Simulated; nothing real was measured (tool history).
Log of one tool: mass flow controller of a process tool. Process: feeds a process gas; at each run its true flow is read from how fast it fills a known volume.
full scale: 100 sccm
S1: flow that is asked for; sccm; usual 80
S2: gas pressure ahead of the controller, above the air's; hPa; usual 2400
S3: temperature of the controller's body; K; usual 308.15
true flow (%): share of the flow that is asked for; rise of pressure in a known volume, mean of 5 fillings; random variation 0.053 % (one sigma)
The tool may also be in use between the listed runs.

{"run": 1, "hour": 0.0, "S1": 80, "S2": 2400, "S3": 308.15, "true flow (%)": 99.58}
{"run": 2, "hour": 142.0, "S1": 80, "S2": 2400, "S3": 308.15, "true flow (%)": 99.51}
{"run": 3, "hour": 336.0, "S1": 80, "S2": 2400, "S3": 308.15, "true flow (%)": 99.67}
{"run": 4, "hour": 531.0, "S1": 80, "S2": 2430, "S3": 308.15, "true flow (%)": 99.67}
{"run": 5, "hour": 673.1, "S1": 80, "S2": 2400, "S3": 308.15, "true flow (%)": 99.75}
{"run": 6, "hour": 835.4, "S1": 80, "S2": 2400, "S3": 308.15, "true flow (%)": 99.68}
{"run": 7, "hour": 1079.6, "S1": 80, "S2": 2400, "S3": 294.15, "true flow (%)": 101.04}
{"run": 8, "hour": 1269.4, "S1": 80, "S2": 1510, "S3": 308.15, "true flow (%)": 99.52}
{"run": 9, "hour": 1387.9, "S1": 80, "S2": 1510, "S3": 308.15, "true flow (%)": 99.65}
{"run": 10, "hour": 1489.4, "S1": 80, "S2": 1510, "S3": 308.15, "true flow (%)": 99.68}
{"run": 11, "hour": 1596.2, "S1": 80, "S2": 1510, "S3": 308.15, "true flow (%)": 99.49}
{"run": 12, "hour": 1709.1, "S1": 80, "S2": 2400, "S3": 301.15, "true flow (%)": 100.58}
{"run": 13, "hour": 1823.8, "S1": 80, "S2": 2400, "S3": 293.15, "true flow (%)": 101.29}
{"hour": 2003.7, "done": "controller's zero set anew"}
{"run": 14, "hour": 2041.1, "S1": 80, "S2": 2400, "S3": 308.15, "true flow (%)": 100.06}
{"run": 15, "hour": 2203.7, "S1": 80, "S2": 2400, "S3": 308.15, "true flow (%)": 100.13}
{"run": 16, "hour": 2338.9, "S1": 34, "S2": 1990, "S3": 306.15, "true flow (%)": 102.67}
{"run": 17, "hour": 2487.5, "S1": 34, "S2": 1990, "S3": 306.15, "true flow (%)": 102.77}
{"run": 18, "hour": 2649.7, "S1": 34, "S2": 1990, "S3": 306.15, "true flow (%)": 102.79}
{"run": 19, "hour": 2875.5, "S1": 34, "S2": 1990, "S3": 306.15, "true flow (%)": 102.81}
{"hour": 3043.8, "done": "controller's zero set anew, once more"}
{"run": 20, "hour": 3071.4, "S1": 93, "S2": 1510, "S3": 313.15, "true flow (%)": 97.6}
{"run": 21, "hour": 3203.6, "S1": 22, "S2": 1960, "S3": 301.15, "true flow (%)": 98.64}
{"run": 22, "hour": 3390.2, "S1": 11, "S2": 1960, "S3": 294.15, "true flow (%)": 99.89}
{"run": 23, "hour": 3601.7, "S1": 11, "S2": 1960, "S3": 294.15, "true flow (%)": 100.19}
{"run": 24, "hour": 3818.3, "S1": 11, "S2": 1960, "S3": 294.15, "true flow (%)": 100.47}
{"run": 25, "hour": 3974.0, "S1": 11, "S2": 1960, "S3": 294.15, "true flow (%)": 100.63}
{"run": 26, "hour": 4078.5, "S1": 80, "S2": 2400, "S3": 293.15, "true flow (%)": 99.67}
{"run": 27, "hour": 4305.7, "S1": 60, "S2": 1790, "S3": 300.15, "true flow (%)": 98.86}

4 ways to go on from here, each from the tool as it stands after run 27. What would each give?
{"run": "A", "hour": 4451.6, "S1": 13, "S2": 2510, "S3": 309.15, "true flow (%)": "?"}
{"run": "B", "hour": 4451.6, "S1": 13, "S2": 2450, "S3": 308.15, "true flow (%)": "?"}
{"run": "C", "hour": 4451.6, "S1": 60, "S2": 1930, "S3": 301.15, "true flow (%)": "?"}
{"run": "D", "hour": 4451.6, "S1": 22, "S2": 1760, "S3": 302.15, "true flow (%)": "?"}

run=A true_flow_(%)=99.53
run=B true_flow_(%)=99.67
run=C true_flow_(%)=98.94
run=D true_flow_(%)=99.37
Without the tool's hidden state the same runs would have given:
run=A true_flow_(%)=98.62
run=B true_flow_(%)=98.76
run=C true_flow_(%)=99.59
run=D true_flow_(%)=99.28

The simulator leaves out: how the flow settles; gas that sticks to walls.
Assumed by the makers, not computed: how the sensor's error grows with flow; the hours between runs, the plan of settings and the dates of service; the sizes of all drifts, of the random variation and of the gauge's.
